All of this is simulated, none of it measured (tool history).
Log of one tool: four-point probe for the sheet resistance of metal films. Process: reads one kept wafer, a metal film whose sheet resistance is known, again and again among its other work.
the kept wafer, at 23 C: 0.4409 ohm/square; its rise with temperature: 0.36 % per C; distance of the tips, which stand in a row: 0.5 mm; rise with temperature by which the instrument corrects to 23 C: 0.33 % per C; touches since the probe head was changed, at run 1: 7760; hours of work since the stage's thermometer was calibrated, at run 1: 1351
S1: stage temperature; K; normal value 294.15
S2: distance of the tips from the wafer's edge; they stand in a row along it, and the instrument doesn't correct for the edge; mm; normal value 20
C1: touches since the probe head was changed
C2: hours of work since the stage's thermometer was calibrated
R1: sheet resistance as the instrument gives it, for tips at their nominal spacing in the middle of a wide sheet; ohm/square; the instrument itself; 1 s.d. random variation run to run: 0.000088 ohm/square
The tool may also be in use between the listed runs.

run 1 hour=0 | S1=294.15 S2=20 | C1=7760 C2=1351 | R1=0.444002
run 2 hour=9.9 | S1=293.15 S2=20 | C1=7988 C2=1358 | R1=0.443979
run 3 hour=17 | S1=294.15 S2=20 | C1=8152 C2=1363 | R1=0.444061
run 4 hour=25.7 | S1=294.15 S2=20 | C1=8353 C2=1369 | R1=0.443925
run 5 hour=37.9 | S1=294.15 S2=20 | C1=8636 C2=1377 | R1=0.444007
run 6 hour=46.6 | S1=294.15 S2=20 | C1=8837 C2=1383 | R1=0.444015
run 7 hour=61.8 | S1=308.15 S2=20 | C1=9188 C2=1393 | R1=0.445961
run 8 hour=75.6 | S1=308.15 S2=20 | C1=9508 C2=1403 | R1=0.446094
run 9 hour=88.2 | S1=291.15 S2=20 | C1=9799 C2=1412 | R1=0.443527
run 10 hour=95.9 | S1=291.15 S2=8 | C1=9977 C2=1417 | R1=0.444305
run 11 hour=106.2 | S1=291.15 S2=8 | C1=10215 C2=1424 | R1=0.444303
run 12 hour=120.5 | S1=291.15 S2=8 | C1=10546 C2=1434 | R1=0.444142
run 13 hour=132.1 | S1=291.15 S2=8 | C1=10814 C2=1442 | R1=0.444234
run 14 hour=138.4 | S1=294.15 S2=7 | C1=10961 C2=1446 | R1=0.445076
run 15 hour=146.9 | S1=294.15 S2=13 | C1=11155 C2=1452 | R1=0.444039
run 16 hour=155.2 | S1=294.15 S2=13 | C1=11349 C2=1458 | R1=0.444064
run 17 hour=163.1 | S1=294.15 S2=13 | C1=11532 C2=1463 | R1=0.444138
run 18 hour=177.5 | S1=302.15 S2=49 | C1=11863 C2=1473 | R1=0.444861
-- hour=179.1 stage's thermometer calibrated
run 19 hour=188.4 | S1=305.15 S2=20 | C1=12105 C2=6 | R1=0.445387
run 20 hour=202.5 | S1=299.15 S2=3 | C1=12430 C2=16 | R1=0.450938
run 21 hour=209.2 | S1=301.15 S2=9 | C1=12587 C2=21 | R1=0.445327
run 22 hour=221.9 | S1=301.15 S2=53 | C1=12879 C2=30 | R1=0.444775
run 23 hour=232.7 | S1=292.15 S2=5 | C1=13129 C2=37 | R1=0.445682
-- hour=236.4 stage's thermometer calibrated, once more
run 24 hour=245.1 | S1=300.15 S2=20 | C1=13405 C2=6 | R1=0.4452
run 25 hour=258.9 | S1=300.15 S2=22 | C1=13723 C2=16 | R1=0.445208
run 26 hour=273.8 | S1=300.15 S2=22 | C1=14067 C2=26 | R1=0.445296
run 27 hour=284.9 | S1=299.15 S2=20 | C1=14325 C2=34 | R1=0.445178
run 28 hour=293.4 | S1=299.15 S2=9 | C1=14522 C2=39 | R1=0.445598
run 29 hour=308 | S1=299.15 S2=9 | C1=14857 C2=49 | R1=0.445464
run 30 hour=322 | S1=302.15 S2=32 | C1=15181 C2=59 | R1=0.44525
run 31 hour=337.2 | S1=294.15 S2=4 | C1=15534 C2=70 | R1=0.447809
run 32 hour=350 | S1=294.15 S2=57 | C1=15829 C2=78 | R1=0.444164

Here are 5 independent what-if runs from the current tool condition. What would each one return?
run A hour=356.4 | S1=306.15 S2=42 | C1=15977 C2=83 | R1=?
run B hour=356.4 | S1=291.15 S2=21 | C1=15977 C2=83 | R1=?
run C hour=356.4 | S1=299.15 S2=10 | C1=15977 C2=83 | R1=?
run D hour=356.4 | S1=300.15 S2=33 | C1=15977 C2=83 | R1=?
run E hour=356.4 | S1=298.15 S2=51 | C1=15977 C2=83 | R1=?

run=A R1=0.445918
run=B R1=0.443815
run=C R1=0.445509
run=D R1=0.444961
run=E R1=0.444763
Without the tool's hidden state the same runs would have given:
run=A R1=0.442373
run=B R1=0.440287
run=C R1=0.441968
run=D R1=0.441424
run=E R1=0.441228

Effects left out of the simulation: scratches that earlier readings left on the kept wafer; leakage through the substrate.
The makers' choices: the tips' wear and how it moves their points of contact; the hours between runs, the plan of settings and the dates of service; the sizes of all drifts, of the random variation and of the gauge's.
